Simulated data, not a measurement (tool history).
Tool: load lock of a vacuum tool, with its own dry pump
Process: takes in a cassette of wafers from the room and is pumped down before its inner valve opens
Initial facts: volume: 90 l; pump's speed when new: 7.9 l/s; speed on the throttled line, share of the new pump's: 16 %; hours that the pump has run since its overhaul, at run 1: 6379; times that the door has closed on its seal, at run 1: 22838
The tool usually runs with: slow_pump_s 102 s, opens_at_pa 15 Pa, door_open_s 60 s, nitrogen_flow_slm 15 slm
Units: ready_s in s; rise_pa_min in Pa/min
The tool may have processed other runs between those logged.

run,hour,slow_pump_s,opens_at_pa,door_open_s,nitrogen_flow_slm,hours that the pump has run since its overhaul,times that the door has closed on its seal,"incoming humidity of the room's air, %",ready_s,rise_pa_min
1,0,102,15,60,15,6379,22838,43.5,185.1,0.036
2,336.6,102,15,60,6,6716,24301,46.6,185.9,0.035
3,705.8,193,15,60,6,7085,25905,45.1,267.9,0.04
4,1040.4,193,15,60,6,7419,27360,43.5,265.8,0.038
5,1324.5,102,15,60,15,7703,28595,41.1,186.2,0.03
6,1565.8,102,15,60,15,7945,29644,45.5,188.9,0.03
7,1995.4,102,15,60,15,8374,31511,44.3,187.4,0.034
8,2466.7,102,15,60,15,8846,33560,49.6,185.7,0.034
9,2835.5,102,15,60,4,9214,35163,46,186.5,0.044
10,3103.7,102,15,60,15,9483,36329,44.3,186.9,0.032
11,3439.5,102,15,60,15,9818,37788,46.1,188,0.037
12,3728.6,102,15,60,15,10108,39045,48.2,186.2,0.035
13,4089.5,102,15,60,15,10468,40614,45.2,188.2,0.034
14,4551.6,54,15,60,15,10931,42622,44.2,146.9,0.029
15,4843.4,54,15,60,15,11222,43891,48.1,148.2,0.043
16,5313.5,65,15,60,15,11692,45934,46.6,154.7,0.03
17,5517.2,113,15,60,15,11896,46819,47.7,195.2,0.037
18,5857.9,113,15,60,15,12237,48301,43.6,195.6,0.037
# hour 6118.5: door's seal changed, seat wiped
19,6216.1,113,11,66,5,12594,424,43.2,198.9,0.04
20,6410.7,113,11,66,5,12788,1270,44.1,200.1,0.044
# hour 6701.1: dry pump taken out, an overhauled one fitted
21,6885,113,11,66,5,184,3306,42.6,196.7,0.037
22,7347.9,113,11,66,5,647,5317,45.5,199.7,0.045
23,7695.4,64,15,26,5,994,6828,47.8,154.6,0.03
24,8011,64,21,26,38,1310,8200,45,150.4,0.016
25,8262.5,64,17,75,35,1561,9293,44.9,153.4,0.025
26,8649.4,64,17,75,35,1948,10975,45.1,154.3,0.024
27,9047,102,15,66,7,2346,12703,46.1,186,0.04
28,9315.3,52,15,66,7,2614,13869,45.2,144.8,0.041
29,9591.2,102,19,76,15,2890,15069,44.8,183.4,0.028
30,10035.6,102,17,208,7,3335,17000,48.5,183.7,0.064
31,10301.9,102,17,208,31,3601,18158,44.7,184.6,0.034
32,10701,102,17,208,4,4000,19893,45.3,185.6,0.066
33,11143.4,113,15,60,24,4442,21816,44,195.8,0.025

Run 34, settings as shown, results not yet in. Your forecast:
34,11376.1,87,15,34,6,4675,22827,45.8,?,?

{"run 34": {"ready_s": 173.6, "rise_pa_min": 0.033}}
On a tool with no hidden condition, and with the same random variation, this run would have come out at ready_s 173.6 s, rise_pa_min 0.032 Pa/min.

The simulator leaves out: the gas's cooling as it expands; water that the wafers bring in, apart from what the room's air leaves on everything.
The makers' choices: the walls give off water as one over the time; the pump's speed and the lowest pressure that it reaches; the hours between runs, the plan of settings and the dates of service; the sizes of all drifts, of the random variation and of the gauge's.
